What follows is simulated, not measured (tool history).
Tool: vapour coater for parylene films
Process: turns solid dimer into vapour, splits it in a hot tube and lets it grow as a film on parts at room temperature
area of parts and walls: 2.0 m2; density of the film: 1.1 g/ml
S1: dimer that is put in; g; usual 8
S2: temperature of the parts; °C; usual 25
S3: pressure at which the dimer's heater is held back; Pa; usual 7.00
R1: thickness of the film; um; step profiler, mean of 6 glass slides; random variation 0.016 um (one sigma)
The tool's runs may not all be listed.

run,hour,S1,S2,S3,R1
1,0.0,8,25,7.00,2.05
2,15.0,8,25,7.00,2.05
3,22.3,8,25,7.00,2.03
4,34.4,8,23,7.00,2.12
5,48.7,8,23,7.00,2.09
6,62.4,8,23,7.00,2.12
7,76.4,8,23,7.00,2.09
8,84.3,8,22,7.00,2.15
9,99.2,8,25,7.00,2.02
10,113.5,8,25,7.00,2.01
11,121.5,8,25,3.52,2.19
12,132.5,8,32,7.00,1.70
13,146.9,8,18,7.00,2.37
14,155.1,8,18,7.00,2.36
15,167.4,8,25,7.00,1.97
16,176.5,8,25,7.00,1.98
17,191.0,8,25,7.00,2.00
18,207.7,9,25,7.00,2.22
19,218.8,9,25,7.00,2.21
20,235.5,9,20,7.00,2.52
21,242.3,8,25,7.00,1.96
22,258.6,8,25,7.00,1.94
23,270.9,8,25,7.00,1.99
24,279.1,14,23,7.00,3.59
25,295.8,14,23,7.00,3.58
26,303.7,12,28,6.54,2.74
27,318.9,10,29,7.20,2.23
28,330.9,10,29,7.20,2.17
29,342.8,6,18,4.89,1.77
30,352.9,6,25,2.75,1.63
31,368.8,4,34,7.00,0.81
# hour 377.0: trap's valve overhauled
32,384.9,4,25,7.45,1.03
33,398.6,10,17,11.62,2.97
34,414.2,10,17,11.62,2.94
35,422.8,9,18,11.62,2.62
36,435.9,7,27,4.38,1.79
37,447.9,5,26,6.69,1.26
38,457.1,8,26,7.00,1.99
39,466.9,8,26,7.00,2.02
40,476.9,8,32,7.56,1.76
41,483.6,6,24,3.54,1.68
42,493.3,5,24,3.54,1.43
43,500.9,10,21,5.77,2.90
44,510.4,10,21,5.77,2.87
45,523.0,3,30,8.01,0.66
46,537.4,10,28,2.39,2.66

5 ways to go on from here, each from the tool as it stands after run 46. What would each give?
A,553.0,12,30,7.26,?
B,553.0,4,28,2.39,?
C,553.0,6,25,7.00,?
D,553.0,5,25,4.01,?
E,553.0,7,29,8.32,?

run,R1
A,2.69
B,1.05
C,1.52
D,1.33
E,1.61
Without the tool's hidden state the same runs would have given:
run,R1
A,2.77
B,1.08
C,1.56
D,1.37
E,1.66
